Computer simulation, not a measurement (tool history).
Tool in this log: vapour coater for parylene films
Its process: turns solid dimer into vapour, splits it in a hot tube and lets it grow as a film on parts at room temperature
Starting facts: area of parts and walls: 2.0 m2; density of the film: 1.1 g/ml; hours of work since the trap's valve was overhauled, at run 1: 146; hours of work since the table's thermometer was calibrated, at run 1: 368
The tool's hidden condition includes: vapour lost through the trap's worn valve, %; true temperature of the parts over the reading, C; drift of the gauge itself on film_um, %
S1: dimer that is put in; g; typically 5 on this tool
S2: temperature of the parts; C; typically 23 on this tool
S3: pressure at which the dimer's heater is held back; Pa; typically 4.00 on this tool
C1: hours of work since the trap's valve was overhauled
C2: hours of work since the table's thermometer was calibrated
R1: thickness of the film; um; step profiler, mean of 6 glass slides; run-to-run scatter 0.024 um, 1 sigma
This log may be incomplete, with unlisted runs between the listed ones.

{"run": 1, "hour": 0.0, "S1": 5, "S2": 23, "S3": 4.0, "C1": 146, "C2": 368, "R1": 1.57}
{"run": 2, "hour": 17.9, "S1": 5, "S2": 23, "S3": 4.0, "C1": 157, "C2": 379, "R1": 1.59}
{"run": 3, "hour": 34.9, "S1": 5, "S2": 23, "S3": 4.0, "C1": 168, "C2": 390, "R1": 1.59}
{"run": 4, "hour": 47.9, "S1": 5, "S2": 22, "S3": 4.0, "C1": 176, "C2": 399, "R1": 1.63}
{"run": 5, "hour": 58.8, "S1": 5, "S2": 23, "S3": 4.0, "C1": 183, "C2": 405, "R1": 1.57}
{"run": 6, "hour": 76.8, "S1": 5, "S2": 23, "S3": 4.0, "C1": 194, "C2": 417, "R1": 1.58}
{"run": 7, "hour": 95.1, "S1": 5, "S2": 23, "S3": 2.53, "C1": 206, "C2": 429, "R1": 1.76}
{"run": 8, "hour": 112.2, "S1": 5, "S2": 23, "S3": 2.53, "C1": 217, "C2": 439, "R1": 1.72}
{"run": 9, "hour": 121.9, "S1": 5, "S2": 23, "S3": 2.53, "C1": 223, "C2": 446, "R1": 1.72}
{"run": 10, "hour": 139.7, "S1": 5, "S2": 18, "S3": 2.53, "C1": 234, "C2": 457, "R1": 2.09}
{"run": 11, "hour": 153.0, "S1": 3, "S2": 22, "S3": 4.5, "C1": 243, "C2": 465, "R1": 0.96}
{"run": 12, "hour": 170.0, "S1": 3, "S2": 32, "S3": 8.5, "C1": 254, "C2": 476, "R1": 0.53}
{"run": 13, "hour": 192.2, "S1": 3, "S2": 32, "S3": 8.5, "C1": 268, "C2": 490, "R1": 0.54}
{"run": 14, "hour": 202.4, "S1": 3, "S2": 16, "S3": 5.34, "C1": 274, "C2": 497, "R1": 1.19}
{"run": 15, "hour": 222.5, "S1": 6, "S2": 19, "S3": 4.0, "C1": 287, "C2": 509, "R1": 2.21}
{"run": 16, "hour": 242.1, "S1": 4, "S2": 17, "S3": 2.55, "C1": 299, "C2": 522, "R1": 1.61}
{"run": 17, "hour": 260.3, "S1": 4, "S2": 17, "S3": 2.55, "C1": 311, "C2": 533, "R1": 1.64}
{"run": 18, "hour": 276.5, "S1": 5, "S2": 29, "S3": 7.91, "C1": 321, "C2": 544, "R1": 1.01}
{"run": 19, "hour": 298.6, "S1": 5, "S2": 21, "S3": 4.44, "C1": 335, "C2": 558, "R1": 1.57}
{"run": 20, "hour": 319.3, "S1": 5, "S2": 21, "S3": 4.44, "C1": 348, "C2": 571, "R1": 1.59}

3 options for the next run, each taken on its own from the tool as it stands now. Forecast them:
{"run": "A", "hour": 339.7, "S1": 5, "S2": 21, "S3": 4.44, "C1": 361, "C2": 584, "R1": "?"}
{"run": "B", "hour": 339.7, "S1": 5, "S2": 16, "S3": 4.0, "C1": 361, "C2": 584, "R1": "?"}
{"run": "C", "hour": 339.7, "S1": 5, "S2": 33, "S3": 4.0, "C1": 361, "C2": 584, "R1": "?"}

run=A R1=1.61
run=B R1=2.04
run=C R1=0.97
Stripped of hidden state, with their random variation kept, the same runs would have yielded:
run=A R1=1.77
run=B R1=2.24
run=C R1=1.07
